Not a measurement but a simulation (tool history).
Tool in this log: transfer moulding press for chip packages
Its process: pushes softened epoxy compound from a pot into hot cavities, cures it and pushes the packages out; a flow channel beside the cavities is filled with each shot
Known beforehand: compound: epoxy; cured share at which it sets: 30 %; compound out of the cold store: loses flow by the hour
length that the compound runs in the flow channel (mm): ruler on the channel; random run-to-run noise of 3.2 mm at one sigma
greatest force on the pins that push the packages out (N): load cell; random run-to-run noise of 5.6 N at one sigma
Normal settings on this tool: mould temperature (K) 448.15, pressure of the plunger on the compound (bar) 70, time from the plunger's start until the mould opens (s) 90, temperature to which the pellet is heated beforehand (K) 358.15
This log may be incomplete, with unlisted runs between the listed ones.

run   hour  mould temperature (K)  pressure of the plunger on the compound (bar)  time from the plunger's start until the mould opens (s)  temperature to which the pellet is heated beforehand (K)  incoming compound's hours out of the cold store  length that the compound runs in the flow channel (mm)  greatest force on the pins that push the packages out (N)
  1      0                 448.15                                             70                                                       90                                                    358.15                                             19.7                                                     540                                                        341
        24  -- cavities cleaned with cleaning compound and waxed
  2   30.1                 448.15                                             70                                                       90                                                    358.15                                             45.5                                                     454                                                        225
  3     69                 448.15                                             70                                                       90                                                    358.15                                             45.7                                                     444                                                        331
  4  103.7                 448.15                                             70                                                       90                                                    358.15                                             25.6                                                     511                                                        350
     127.9  -- cavities cleaned with cleaning compound and waxed
  5  142.8                 448.15                                             70                                                       90                                                    358.15                                               43                                                     451                                                        241
     174.1  -- plunger's sealing rings changed
  6  181.7                 448.15                                           66.9                                                       90                                                    358.15                                              9.2                                                     576                                                        329
  7  207.6                 448.15                                           66.9                                                       90                                                    358.15                                             26.1                                                     512                                                        350
     235.9  -- cavities cleaned with cleaning compound and waxed
  8    246                 444.15                                             70                                                       90                                                    358.15                                             12.7                                                     578                                                        276
  9  292.8                 444.15                                             70                                                       90                                                    358.15                                               12                                                     570                                                        412
     341.2  -- cavities cleaned with cleaning compound and waxed
 10  341.2                 444.15                                             70                                                       90                                                    358.15                                             45.4                                                     453                                                        217
 11  370.1                 448.15                                             70                                                       90                                                    358.15                                             18.5                                                     536                                                        297
     388.2  -- mould's thermocouples calibrated
 12  401.8                 448.15                                             70                                                       90                                                    358.15                                             26.5                                                     506                                                        338
 13    425                 448.15                                             70                                                       90                                                    358.15                                             46.6                                                     440                                                        341
       448  -- cavities cleaned with cleaning compound and waxed
       454  -- plunger's sealing rings changed
 14  468.4                 448.15                                             70                                                       90                                                    358.15                                             40.9                                                     475                                                        257
 15  508.5                 448.15                                             70                                                       90                                                    358.15                                             46.5                                                     448                                                        346
 16  529.4                 448.15                                           72.9                                                       74                                                    349.15                                             45.8                                                     464                                                        452
     553.7  -- cavities cleaned with cleaning compound and waxed
 17  576.9                 454.15                                             82                                                       90                                                    361.15                                             32.5                                                     527                                                        263

What does the tool deliver on the next run?
 18  616.7                 450.15                                             82                                                       90                                                    361.15                                             26.5                                                       ?                                                          ?

{"run 18": {"length that the compound runs in the flow channel (mm)": 552, "greatest force on the pins that push the packages out (N)": 340}}
With no hidden state in the tool, this same run would have given length that the compound runs in the flow channel (mm) 567, greatest force on the pins that push the packages out (N) 188.
